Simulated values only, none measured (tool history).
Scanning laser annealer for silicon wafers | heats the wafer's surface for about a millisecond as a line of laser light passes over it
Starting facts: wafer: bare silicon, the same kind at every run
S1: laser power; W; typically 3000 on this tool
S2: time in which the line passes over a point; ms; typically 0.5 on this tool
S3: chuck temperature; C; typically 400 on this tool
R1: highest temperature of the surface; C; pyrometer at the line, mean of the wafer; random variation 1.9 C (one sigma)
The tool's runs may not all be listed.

run	day	S1	S2	S3	R1
1	0	3000	0.5	400	1120
2	0.262	3000	0.5	400	1120
3	0.708	3000	0.5	400	1116
4	0.946	3000	0.5	400	1117
5	1.371	2869	0.5	400	1085
6	1.717	2869	0.5	400	1082
7	1.946	3000	0.5	400	1120
8	2.179	3000	0.388	400	1022
9	2.379	3000	0.388	400	1024
10	2.792	3000	0.388	400	1022
11	3.2	3000	0.388	400	1022
12	3.683	3000	0.388	400	1020
13	4.171	3000	0.502	400	1119
14	4.625	3000	0.502	400	1118
15	4.833	3000	0.502	400	1117
16	5.158	3000	0.502	400	1113
17	5.412	3107	0.5	400	1141
18	5.725	3107	0.5	400	1144
19	6.088	3000	0.478	400	1097
20	6.329	3000	0.478	400	1100
21	6.8	2803	0.477	399	1047
22	7.225	2803	0.477	399	1046
23	7.575	2829	0.429	399	1014
24	7.867	2829	0.481	394	1050
25	8.267	2829	0.481	394	1048
26	8.592	2829	0.481	394	1048
27	8.942	2829	0.481	398	1054
28	9.146	2848	0.477	372	1029
29	9.5	2848	0.477	372	1026
30	9.971	3156	0.594	400	1226
31	10.392	2579	0.519	400	1017
32	10.683	2579	0.389	367	893
33	10.921	3000	0.525	402	1133
34	11.258	3022	0.496	418	1127
35	11.746	3227	0.474	400	1147
36	12.067	3227	0.474	399	1142
37	12.462	2987	0.393	400	1016
38	12.908	2598	0.389	398	930
39	13.317	3000	0.591	383	1163
40	13.638	3234	0.359	399	1038

Had the tool no unlogged condition, and each run kept its random variation, what would the results have been?
Unlogged tool condition in this case: light that passes the window, % of a clean one's; laser's true power over the reading, %; width of the line over the set one, %; drift of the gauge itself on peak_c, C.
run	R1
1	1142
2	1142
3	1139
4	1140
5	1107
6	1105
7	1143
8	1042
9	1045
10	1043
11	1043
12	1042
13	1144
14	1144
15	1143
16	1139
17	1169
18	1172
19	1123
20	1126
21	1072
22	1071
23	1038
24	1075
25	1074
26	1074
27	1080
28	1055
29	1053
30	1261
31	1043
32	915
33	1164
34	1158
35	1179
36	1175
37	1043
38	954
39	1198
40	1067
